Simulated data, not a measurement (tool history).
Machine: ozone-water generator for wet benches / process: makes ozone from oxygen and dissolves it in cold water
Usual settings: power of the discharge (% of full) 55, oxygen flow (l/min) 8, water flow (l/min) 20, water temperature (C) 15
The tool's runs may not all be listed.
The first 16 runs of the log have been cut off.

run     day  power of the discharge (% of full)  oxygen flow (l/min)  water flow (l/min)  water temperature (C)  dissolved ozone (ppm)  ozone in the gas ahead of the water (g/m3)
 17  14.817                                  55                    8                  13                     15                   31.2                                       168.4
 18  15.717                                  96                 6.69                  13                     15                   52.9                                       305.2
 19  16.283                                  80                 6.69                  13                     15                   44.4                                         264
 20  17.412                                  80                 6.69                  13                     15                   44.5                                         260
 21  18.658                                  88                 5.18                  12                      8                   59.4                                       328.4
 22    19.7                                  88                 5.18                  12                      8                   59.4                                         327
 23  21.017                                  58                 5.18                  19                      8                   28.2                                       225.4
 24  22.042                                  58                 5.18                  19                      8                   28.3                                       225.2
 25  23.408                                  58                 5.18                  19                      8                   28.2                                       225.8
 26    24.2                                  55                    8                  14                      8                   33.9                                       167.3
 27  24.788                                  80                11.72                  16                      8                   40.7                                       189.1
 28  25.912                                  52                10.23                  20                     10                   23.2                                       138.9
 29  26.833                                  52                10.23                  20                     10                   23.3                                       140.1
 30  28.158                                  52                10.23                  20                     10                   23.4                                       139.6
 31  29.362                                  52                10.23                  20                     10                   23.2                                       138.7
 32    30.4                                  94                 8.94                  14                     22                     40                                       254.6
 33  31.246                                  94                 8.94                  14                     22                   40.1                                       257.3
 34  32.592                                  94                 8.94                  14                     22                   40.3                                       251.7

Consider 3 possible next runs. They are alternatives, not a sequence: every one starts from the tool as it was left by run 34. What does each give?
     33.538  -- water thermometer calibrated
  A  33.762                                  45                11.21                  14                     22                      ?                                           ?
     33.538  -- water thermometer calibrated
  B  33.762                                  75                    8                  20                     10                      ?                                           ?
     33.538  -- water thermometer calibrated
  C  33.762                                  94                 8.94                  24                      8                      ?                                           ?

run  dissolved ozone (ppm)  ozone in the gas ahead of the water (g/m3)
  A                   19.8                                         117
  B                   33.5                                         223
  C                   36.2                                       255.6
With the hidden condition removed and each run's random variation left untouched, the same runs would have given:
run  dissolved ozone (ppm)  ozone in the gas ahead of the water (g/m3)
  A                   20.8                                       117.3
  B                   35.6                                       224.1
  C                   38.7                                       257.1
